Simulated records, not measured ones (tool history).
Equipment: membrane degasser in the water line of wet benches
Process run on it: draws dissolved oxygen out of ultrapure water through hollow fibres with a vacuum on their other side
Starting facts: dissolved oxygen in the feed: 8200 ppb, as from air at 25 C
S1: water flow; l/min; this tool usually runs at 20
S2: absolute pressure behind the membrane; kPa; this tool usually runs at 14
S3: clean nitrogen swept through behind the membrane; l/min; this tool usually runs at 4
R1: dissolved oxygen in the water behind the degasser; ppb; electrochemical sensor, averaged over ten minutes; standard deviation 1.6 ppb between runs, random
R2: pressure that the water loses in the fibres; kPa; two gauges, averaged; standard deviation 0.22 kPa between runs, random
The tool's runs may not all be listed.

{"run": 1, "hour": 0.0, "S1": 20, "S2": 14, "S3": 4, "R1": 160.3, "R2": 51.73}
{"run": 2, "hour": 84.8, "S1": 20, "S2": 14, "S3": 4, "R1": 157.3, "R2": 52.08}
{"run": 3, "hour": 153.7, "S1": 20, "S2": 14, "S3": 4, "R1": 160.5, "R2": 51.69}
{"run": 4, "hour": 216.1, "S1": 20, "S2": 14, "S3": 4, "R1": 162.9, "R2": 51.34}
{"run": 5, "hour": 301.4, "S1": 20, "S2": 14, "S3": 4, "R1": 162.1, "R2": 52.07}
{"run": 6, "hour": 396.3, "S1": 20, "S2": 14, "S3": 4, "R1": 162.4, "R2": 51.93}
{"run": 7, "hour": 498.9, "S1": 20, "S2": 14, "S3": 4, "R1": 163.3, "R2": 51.82}
{"run": 8, "hour": 559.6, "S1": 20, "S2": 14, "S3": 4, "R1": 162.3, "R2": 51.97}
{"run": 9, "hour": 630.6, "S1": 20, "S2": 14, "S3": 4, "R1": 158.5, "R2": 51.93}
{"run": 10, "hour": 712.9, "S1": 20, "S2": 13.6, "S3": 4, "R1": 158.1, "R2": 51.6}
{"run": 11, "hour": 817.8, "S1": 20, "S2": 13.6, "S3": 4, "R1": 157.7, "R2": 51.58}
{"run": 12, "hour": 872.3, "S1": 20, "S2": 13.6, "S3": 6.21, "R1": 112.7, "R2": 51.65}
{"run": 13, "hour": 960.6, "S1": 20, "S2": 13.6, "S3": 6.21, "R1": 112.7, "R2": 51.85}
{"run": 14, "hour": 1025.9, "S1": 20, "S2": 13.6, "S3": 6.21, "R1": 110.7, "R2": 52.02}
{"run": 15, "hour": 1090.3, "S1": 20, "S2": 13.6, "S3": 6.21, "R1": 110.6, "R2": 52.64}
{"run": 16, "hour": 1171.7, "S1": 25, "S2": 32.2, "S3": 6.21, "R1": 331.7, "R2": 64.78}
{"run": 17, "hour": 1276.7, "S1": 18, "S2": 14, "S3": 4, "R1": 143.6, "R2": 46.6}
{"run": 18, "hour": 1375.2, "S1": 16, "S2": 14, "S3": 6.84, "R1": 79.8, "R2": 41.6}
{"run": 19, "hour": 1429.0, "S1": 29, "S2": 17.5, "S3": 2.17, "R1": 507.1, "R2": 75.75}
{"run": 20, "hour": 1497.4, "S1": 20, "S2": 28.6, "S3": 2.13, "R1": 579.4, "R2": 52.39}
{"run": 21, "hour": 1595.5, "S1": 20, "S2": 28.6, "S3": 2.13, "R1": 575.7, "R2": 51.94}
{"run": 22, "hour": 1704.0, "S1": 20, "S2": 28.6, "S3": 2.13, "R1": 590.7, "R2": 52.18}
{"run": 23, "hour": 1769.6, "S1": 19, "S2": 10.2, "S3": 2.99, "R1": 133.1, "R2": 49.42}
{"run": 24, "hour": 1879.8, "S1": 23, "S2": 14, "S3": 4, "R1": 194.6, "R2": 60.02}
{"run": 25, "hour": 1948.3, "S1": 23, "S2": 14, "S3": 4, "R1": 194.5, "R2": 60.18}
{"run": 26, "hour": 2040.1, "S1": 23, "S2": 14, "S3": 3.98, "R1": 193.2, "R2": 60.13}
{"run": 27, "hour": 2151.3, "S1": 14, "S2": 14, "S3": 4, "R1": 106.6, "R2": 36.45}
{"run": 28, "hour": 2225.8, "S1": 14, "S2": 19.8, "S3": 11.8, "R1": 61.4, "R2": 36.82}

Had the tool no unlogged condition, and each run kept its random variation, what would the results have been?
Hidden conditions of the tool in this case: membrane still open, %; true pressure behind the membrane over the reading, kPa; air that leaks in behind the membrane, l/min; drift of the gauge itself on oxygen_ppb, %; drift of the gauge itself on loss_of_pressure_kpa, %.
run=1 R1=153.7 R2=51.45
run=2 R1=150.8 R2=51.79
run=3 R1=153.7 R2=51.38
run=4 R1=155.9 R2=51.02
run=5 R1=155 R2=51.73
run=6 R1=155.2 R2=51.57
run=7 R1=155.9 R2=51.44
run=8 R1=154.8 R2=51.58
run=9 R1=151.2 R2=51.52
run=10 R1=150.6 R2=51.17
run=11 R1=150.1 R2=51.14
run=12 R1=107.1 R2=51.19
run=13 R1=106.9 R2=51.37
run=14 R1=104.9 R2=51.52
run=15 R1=104.8 R2=52.13
run=16 R1=319.8 R2=64.12
run=17 R1=135.7 R2=46.1
run=18 R1=74.7 R2=41.15
run=19 R1=490.1 R2=74.9
run=20 R1=557.4 R2=51.79
run=21 R1=553.6 R2=51.32
run=22 R1=567.8 R2=51.54
run=23 R1=124.5 R2=48.8
run=24 R1=184.4 R2=59.25
run=25 R1=184.2 R2=59.39
run=26 R1=182.8 R2=59.32
run=27 R1=98.8 R2=35.94
run=28 R1=56.9 R2=36.29
